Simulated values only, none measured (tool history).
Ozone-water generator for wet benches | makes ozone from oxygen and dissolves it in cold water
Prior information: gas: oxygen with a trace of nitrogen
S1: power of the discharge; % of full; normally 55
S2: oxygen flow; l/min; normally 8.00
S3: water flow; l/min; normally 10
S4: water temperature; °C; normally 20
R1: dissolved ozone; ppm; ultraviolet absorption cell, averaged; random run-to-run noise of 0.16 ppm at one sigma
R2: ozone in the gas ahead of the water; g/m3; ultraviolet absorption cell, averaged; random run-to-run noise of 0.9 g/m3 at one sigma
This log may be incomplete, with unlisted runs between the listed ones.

run    hour  S1    S2  S3  S4    R1     R2
  1     0.0  55  8.00  10  20  21.6  151.6
  2   137.1  55  8.00  16  20  16.8  150.0
  3   205.8  55  8.00  16  20  17.1  148.9
  4   318.9  55  8.00  16  20  16.9  151.4
  5   430.2  55  8.00  16  20  17.2  149.5
  6   552.1  55  8.00  10  20  21.7  149.1
  7   667.6  55  8.00  10  20  21.2  148.5
  8   806.2  44  4.07   6  20  26.8  180.4
  9   913.5  69  5.29  11  19  27.2  221.3
 10  1023.5  69  5.29  11  19  27.0  220.4

Run 11, settings as shown, results not yet in. Your forecast:
 11  1092.7  69  5.29  11  19   ?   ?

{"run 11": {"R1": 26.6, "R2": 223.4}}
Take away the tool's hidden state, keep the run-to-run variation as it was, and the same run would have given R1 27.1 ppm, R2 224.3 g/m3.
